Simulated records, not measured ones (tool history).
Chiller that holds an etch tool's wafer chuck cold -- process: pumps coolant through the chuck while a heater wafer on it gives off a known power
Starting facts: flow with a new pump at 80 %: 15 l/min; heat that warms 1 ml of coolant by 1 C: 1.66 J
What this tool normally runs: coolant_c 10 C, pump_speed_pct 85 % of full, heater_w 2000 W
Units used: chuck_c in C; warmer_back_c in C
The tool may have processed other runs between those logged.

{"run": 1, "hour": 0.0, "coolant_c": 10, "pump_speed_pct": 85, "heater_w": 2000, "chuck_c": 23, "warmer_back_c": 4.65}
{"run": 2, "hour": 61.7, "coolant_c": 10, "pump_speed_pct": 85, "heater_w": 2134, "chuck_c": 24.3, "warmer_back_c": 4.93}
{"run": 3, "hour": 119.5, "coolant_c": 10, "pump_speed_pct": 85, "heater_w": 2134, "chuck_c": 24.2, "warmer_back_c": 5.05}
{"run": 4, "hour": 203.0, "coolant_c": 10, "pump_speed_pct": 85, "heater_w": 2134, "chuck_c": 24.4, "warmer_back_c": 4.96}
{"run": 5, "hour": 261.4, "coolant_c": 10, "pump_speed_pct": 85, "heater_w": 2134, "chuck_c": 24.1, "warmer_back_c": 5.05}
{"run": 6, "hour": 322.5, "coolant_c": 10, "pump_speed_pct": 85, "heater_w": 2134, "chuck_c": 24.4, "warmer_back_c": 5.01}
{"run": 7, "hour": 359.2, "coolant_c": 10, "pump_speed_pct": 85, "heater_w": 2134, "chuck_c": 24.3, "warmer_back_c": 5.04}
{"run": 8, "hour": 418.2, "coolant_c": 10, "pump_speed_pct": 85, "heater_w": 2134, "chuck_c": 24.5, "warmer_back_c": 5.08}
{"run": 9, "hour": 490.5, "coolant_c": 10, "pump_speed_pct": 85, "heater_w": 2134, "chuck_c": 24.4, "warmer_back_c": 5.08}
{"hour": 503.2, "done": "coolant pump overhauled"}
{"run": 10, "hour": 545.0, "coolant_c": 18, "pump_speed_pct": 85, "heater_w": 2000, "chuck_c": 31.9, "warmer_back_c": 4.87}
{"run": 11, "hour": 601.1, "coolant_c": 10, "pump_speed_pct": 85, "heater_w": 1607, "chuck_c": 21.3, "warmer_back_c": 3.9}
{"run": 12, "hour": 643.2, "coolant_c": 11, "pump_speed_pct": 77, "heater_w": 1142, "chuck_c": 20, "warmer_back_c": 3.13}
{"run": 13, "hour": 730.9, "coolant_c": 17, "pump_speed_pct": 97, "heater_w": 1224, "chuck_c": 24.7, "warmer_back_c": 2.58}
{"run": 14, "hour": 782.1, "coolant_c": 17, "pump_speed_pct": 97, "heater_w": 1224, "chuck_c": 24.7, "warmer_back_c": 2.61}
{"run": 15, "hour": 848.4, "coolant_c": 17, "pump_speed_pct": 97, "heater_w": 1224, "chuck_c": 24.6, "warmer_back_c": 2.62}
{"run": 16, "hour": 895.1, "coolant_c": 17, "pump_speed_pct": 97, "heater_w": 1224, "chuck_c": 24.8, "warmer_back_c": 2.6}
{"run": 17, "hour": 944.7, "coolant_c": 10, "pump_speed_pct": 68, "heater_w": 2000, "chuck_c": 27.9, "warmer_back_c": 6.28}

Run 18 has not been measured yet. What should we expect?
{"hour": 970.5, "done": "coolant pump overhauled, once more"}
{"run": 18, "hour": 1024.8, "coolant_c": 20, "pump_speed_pct": 68, "heater_w": 1300, "chuck_c": "?", "warmer_back_c": "?"}

chuck_c: 31 C
warmer_back_c: 3.78 C
On a tool with no hidden condition, and with the same random variation, this run would have come out at chuck_c 29.8 C, warmer_back_c 3.76 C.
